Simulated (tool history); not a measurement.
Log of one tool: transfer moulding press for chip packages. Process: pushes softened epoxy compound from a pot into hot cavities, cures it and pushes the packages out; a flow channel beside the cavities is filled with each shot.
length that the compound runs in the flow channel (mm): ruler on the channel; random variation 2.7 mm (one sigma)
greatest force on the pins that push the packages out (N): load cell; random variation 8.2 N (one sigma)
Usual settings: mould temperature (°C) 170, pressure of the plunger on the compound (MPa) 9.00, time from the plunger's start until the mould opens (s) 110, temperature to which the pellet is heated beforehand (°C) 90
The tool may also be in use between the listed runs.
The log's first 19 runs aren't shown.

run	hour	mould temperature (°C)	pressure of the plunger on the compound (MPa)	time from the plunger's start until the mould opens (s)	temperature to which the pellet is heated beforehand (°C)	hours of work since the mould's thermocouples were calibrated	shots since the plunger's rings were changed	shots since the cavities were cleaned	incoming compound's hours out of the cold store	length that the compound runs in the flow channel (mm)	greatest force on the pins that push the packages out (N)
20	147.1	165	8.80	130	98	183	451	373	38.6	497	532
21	156.1	166	9.62	94	92	187	522	444	11.5	605	745
22	165.0	170	9.54	110	98	191	593	515	14.5	582	575
23	175.0	170	9.54	110	98	196	673	595	22.5	555	571
# hour 183.9: cavities cleaned with cleaning compound and waxed
24	186.8	166	9.00	137	90	201	755	23	26.8	530	377
25	192.3	166	9.00	146	87	203	799	67	39.0	493	376
26	197.3	169	9.00	139	81	206	838	106	44.6	476	404
27	204.1	169	9.00	110	90	209	892	160	29.8	514	445
28	210.1	171	7.16	143	97	212	941	209	45.7	418	451
29	218.5	171	7.16	143	97	216	1008	276	31.8	449	454
30	223.9	170	9.29	142	81	218	1051	319	26.5	528	500

Forecast each of these 3 alternatives for the next run:
A	230.1	170	9.00	110	92	221	1100	368	26.9	?	?
B	230.1	170	9.69	110	94	221	1100	368	12.3	?	?
C	230.1	170	8.12	142	81	221	1100	368	46.8	?	?

run	length that the compound runs in the flow channel (mm)	greatest force on the pins that push the packages out (N)
A	517	536
B	588	533
C	443	483
Without the tool's hidden state the same runs would have given:
run	length that the compound runs in the flow channel (mm)	greatest force on the pins that push the packages out (N)
A	527	372
B	600	369
C	451	330
